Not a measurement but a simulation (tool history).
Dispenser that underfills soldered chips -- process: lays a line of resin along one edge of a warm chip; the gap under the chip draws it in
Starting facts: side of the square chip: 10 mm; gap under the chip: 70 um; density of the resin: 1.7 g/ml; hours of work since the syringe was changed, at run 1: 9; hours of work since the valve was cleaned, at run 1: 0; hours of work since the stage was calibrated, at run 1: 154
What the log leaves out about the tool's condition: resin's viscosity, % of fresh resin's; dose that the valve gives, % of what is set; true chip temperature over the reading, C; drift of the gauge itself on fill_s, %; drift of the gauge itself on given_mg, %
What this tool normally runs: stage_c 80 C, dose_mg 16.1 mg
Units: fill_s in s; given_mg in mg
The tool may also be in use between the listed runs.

run   hour  stage_c  dose_mg  hours of work since the syringe was changed  hours of work since the valve was cleaned  hours of work since the stage was calibrated  fill_s  given_mg
  1      0       80     16.1                                            9                                          0                                           154   105.9     16.09
       1.3  -- new syringe of resin
  2    8.6       80     16.1                                            5                                          5                                           159    75.2     16.07
  3   15.2       80     16.1                                            9                                          9                                           163   103.5     16.04
      16.8  -- new syringe of resin
  4   28.8       80     16.1                                            8                                         18                                           172    97.9     15.99
      32.5  -- new syringe of resin
  5   38.5       80     16.1                                            4                                         24                                           178    71.9     15.95
      48.9  -- new syringe of resin
  6   51.9       80     16.1                                            2                                         32                                           186    60.7     15.85
      64.5  -- new syringe of resin
  7   64.5       80     16.1                                            0                                         40                                           194    54.3     15.84
      69.4  -- dispensing valve cleaned and set on the balance
  8   76.8       80     16.1                                            7                                          5                                           201    92.4     16.06
      81.4  -- new syringe of resin
  9   86.7       80     16.1                                            3                                         11                                           207      68     16.03
 10     96       80     16.1                                            9                                         17                                           213   107.1     16.02
      97.6  -- new syringe of resin
 11  101.9       80     16.1                                            3                                         20                                           217    65.3     15.98
 12  112.4       80     16.1                                            9                                         27                                           223   109.4     15.91
     113.9  -- new syringe of resin
 13  120.3       80     16.1                                            4                                         32                                           228    73.8     15.89
 14  126.4       80     16.1                                            8                                         35                                           232    99.3     15.82
     129.9  -- new syringe of resin
     137.9  -- dispensing valve cleaned and set on the balance
 15  138.2       80     16.1                                            5                                          0                                           238    76.6     16.14
     146.3  -- new syringe of resin
 16  147.1       80     16.1                                            1                                          6                                           244    55.6      16.1
 17  155.7       80     16.1                                            6                                         11                                           249    85.1     16.02
     161.8  -- new syringe of resin
 18    162       80     16.1                                            0                                         15                                           253    54.8     16.03
 19    175       80     16.1                                            8                                         23                                           261   100.3     15.98
     178.1  -- new syringe of resin
 20  185.6       80     16.1                                            5                                         30                                           268    75.9     15.92
     194.1  -- new syringe of resin
 21  197.2       85     16.1                                            2                                         37                                           275    49.1     15.86
     206.4  -- dispensing valve cleaned and set on the balance
 22  207.5       85     16.1                                            8                                          1                                           281    78.7     16.06
     211.6  -- new syringe of resin
 23  218.6       79     14.9                                            4                                          8                                           288    79.8     14.82
       227  -- new syringe of resin
 24  230.6       79     14.9                                            2                                         15                                           295    67.3     14.77
 25  239.2       72     14.9                                            8                                         20                                           301   135.5     14.75
     242.6  -- new syringe of resin
 26  252.3       69     18.7                                            6                                         29                                           309   134.4     18.42
     258.8  -- new syringe of resin
 27  260.5       84     15.9                                            1                                         33                                           314    49.3     15.65
 28  270.4       88     20.7                                            7                                         40                                           320    62.8     20.31
     274.4  -- new syringe of resin
     275.4  -- dispensing valve cleaned and set on the balance
 29  280.6       80     17.7                                            3                                          3                                           326    66.2     17.62
 30  289.1       88     15.1                                            9                                          9                                           331    75.3     15.01
     291.7  -- new syringe of resin
 31  295.3       80       18                                            2                                         12                                           335    61.2     17.87
 32  300.9       94       20                                            6                                         16                                           338    44.4      19.8
     307.6  -- new syringe of resin
 33  311.6       94     18.6                                            3                                         23                                           345    34.5     18.35
 34  318.9       73     16.5                                            7                                         27                                           349     119     16.26
     323.4  -- new syringe of resin
 35  327.3       87     18.1                                            2                                         32                                           355      47     17.76
     339.2  -- new syringe of resin
 36    340       74     15.6                                            0                                         40                                           362    69.4     15.27

Per-run results on a tool with no hidden state, each run keeping its own random variation:
run  fill_s  given_mg
  1    54.3     16.11
  2    54.3     16.12
  3    54.5     16.13
  4      55     16.13
  5    55.4     16.14
  6    53.9     16.09
  7    55.4     16.13
  8      55     16.09
  9    54.3      16.1
 10    54.8     16.13
 11    54.5     16.12
 12      55      16.1
 13    54.4     16.11
 14    54.7     16.06
 15    55.2     16.11
 16    54.5     16.11
 17    55.2     16.06
 18    55.9      16.1
 19    54.7     16.09
 20    55.2     16.08
 21    43.5     16.07
 22      45     16.09
 23    59.3      14.9
 24    58.6     14.89
 25    77.9     14.91
 26    86.5     18.68
 27    47.1     15.91
 28    37.3      20.7
 29    53.5      17.7
 30    40.4     15.12
 31    53.6     18.02
 32    29.6     20.01
 33    29.6     18.59
 34    72.1     16.51
 35    40.4     18.07
 36    69.9     15.59
